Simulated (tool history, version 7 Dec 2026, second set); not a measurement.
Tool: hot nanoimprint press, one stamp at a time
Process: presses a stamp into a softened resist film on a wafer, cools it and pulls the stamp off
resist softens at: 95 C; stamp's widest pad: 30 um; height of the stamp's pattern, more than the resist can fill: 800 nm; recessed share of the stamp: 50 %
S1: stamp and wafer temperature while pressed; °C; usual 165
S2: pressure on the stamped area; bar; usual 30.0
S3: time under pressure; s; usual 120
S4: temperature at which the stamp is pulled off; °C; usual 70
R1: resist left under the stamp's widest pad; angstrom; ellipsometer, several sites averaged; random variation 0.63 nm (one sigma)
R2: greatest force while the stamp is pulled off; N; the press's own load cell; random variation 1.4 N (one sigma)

run   hour   S1    S2   S3  S4    R1   R2
  1    0.0  165  30.0  120  70  1577  118
      17.5  -- stamp cleaned and given a new release coat
  2   27.4  165  30.0   61  70  1995  105
  3   45.1  165  30.0   61  70  1995  109
  4   71.0  165  30.0   61  70  1977  109
  5   96.7  165  30.0  120  70  1558  111
  6  122.6  165  30.0  120  76  1557   95
  7  139.6  165  30.0  120  76  1569   94
  8  162.1  165  30.0  120  76  1560   96
  9  178.2  165  30.0  120  76  1557   98
 10  189.5  172  30.0  120  70  1195  115
 11  214.5  172  30.0  120  70  1192  117
     222.9  -- plate thermocouple calibrated
 12  240.9  165  18.6  120  70  1965  120
 13  259.1  165  30.0  120  70  1603  117
     271.4  -- stamp cleaned and given a new release coat
 14  283.7  165  30.0  120  70  1615  110
 15  298.8  165  30.0  120  70  1606  109
 16  317.3  165  30.0  120  70  1613  111
 17  335.1  164  30.0  131  70  1624  111
 18  354.7  164  30.0  131  70  1617  110

The next listed run, before its measurement:
 19  370.1  158  25.8  78  65   ?   ?

Run 19 gave R1 2444 angstrom, R2 126 N.
Without the tool's hidden state the same run would have given R1 2444 angstrom, R2 121 N.
